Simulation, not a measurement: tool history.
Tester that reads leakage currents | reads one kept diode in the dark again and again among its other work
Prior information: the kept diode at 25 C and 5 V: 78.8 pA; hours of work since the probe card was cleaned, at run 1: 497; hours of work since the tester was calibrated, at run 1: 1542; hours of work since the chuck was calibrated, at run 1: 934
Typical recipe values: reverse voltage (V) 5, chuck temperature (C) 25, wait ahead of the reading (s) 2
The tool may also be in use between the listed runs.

run,hour,reverse voltage (V),chuck temperature (C),wait ahead of the reading (s),hours of work since the probe card was cleaned,hours of work since the tester was calibrated,hours of work since the chuck was calibrated,current that the tester gives (pA)
1,0,5,25,2,497,1542,934,79.18
2,36.2,5,25,2,517,1562,955,78.88
3,90.8,5,25,2,548,1593,986,79.38
4,151.9,5,25,2,582,1627,1020,78.77
5,207.8,5,25,2,614,1659,1052,79.1
6,261.1,5,27,2,644,1689,1082,91.64
7,306,5,27,2,669,1714,1107,91.41
8,351.6,1.2,25,2,695,1740,1133,35.62
9,417.7,1.2,55,5.21,732,1777,1170,263.39
# hour 436.8: chuck's temperature calibrated
10,463.7,1.2,55,5.21,757,1802,15,261.18
11,501.8,11.97,35,7.94,779,1824,37,259.83
12,546.1,11.97,35,7.94,803,1849,62,259.51
13,596.2,11.97,35,7.94,832,1877,90,259.6
14,662.8,9.31,25,7.61,869,1914,127,111.36

What if the next run were any one of these 3? Each begins from the tool's condition after run 14:
A,701.1,1.72,25,7.61,891,1936,149,?
B,701.1,9.31,25,4.21,891,1936,149,?
C,701.1,1.37,24,3.84,891,1936,149,?

run,current that the tester gives (pA)
A,43.49
B,112.28
C,35.79
Without the tool's hidden state the same runs would have given:
run,current that the tester gives (pA)
A,43.49
B,112.23
C,35.79
